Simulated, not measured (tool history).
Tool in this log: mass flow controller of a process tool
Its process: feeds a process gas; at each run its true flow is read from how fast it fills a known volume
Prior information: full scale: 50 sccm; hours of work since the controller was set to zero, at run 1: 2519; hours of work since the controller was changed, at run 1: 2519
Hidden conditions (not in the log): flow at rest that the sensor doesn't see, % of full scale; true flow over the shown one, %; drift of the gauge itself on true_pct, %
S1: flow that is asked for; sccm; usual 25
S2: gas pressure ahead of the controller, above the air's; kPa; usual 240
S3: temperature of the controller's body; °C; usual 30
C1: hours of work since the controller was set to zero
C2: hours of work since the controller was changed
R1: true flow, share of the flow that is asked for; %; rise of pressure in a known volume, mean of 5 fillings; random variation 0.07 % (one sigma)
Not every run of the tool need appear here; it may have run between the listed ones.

run    hour  S1   S2  S3    C1    C2     R1
  1     0.0  25  240  30  2519  2519  98.28
  2   212.3  25  240  30  2624  2624  98.25
  3   409.8  25  240  30  2721  2721  98.34
  4   565.0   6  240  30  2797  2797  94.34
  5   739.8   6  240  30  2883  2883  94.36
  6   883.3  18  240  30  2953  2953  97.57
  7  1080.5  18  240  30  3050  3050  97.42
  8  1252.1  25  240  30  3134  3134  98.16
  9  1474.9  25  240  30  3244  3244  98.17
 10  1596.7  25  240  30  3304  3304  98.19
 11  1704.4  25  240  30  3357  3357  98.05
 12  1826.7  25  240  30  3417  3417  98.16
 13  1951.3  25  240  30  3478  3478  98.13
 14  2114.7  25  240  30  3558  3558  98.11
 15  2350.2  25  240  30  3674  3674  98.05
 16  2492.3  25  190  30  3744  3744  98.19
 17  2624.8  25  190  30  3809  3809  98.30

Run 18 comes next. What will it give?
 18  2747.3  23  164  26  3869  3869   ?

R1: 98.47 %
If the tool had no hidden condition, the same run with the same run-to-run variation would have returned R1 99.53 %.
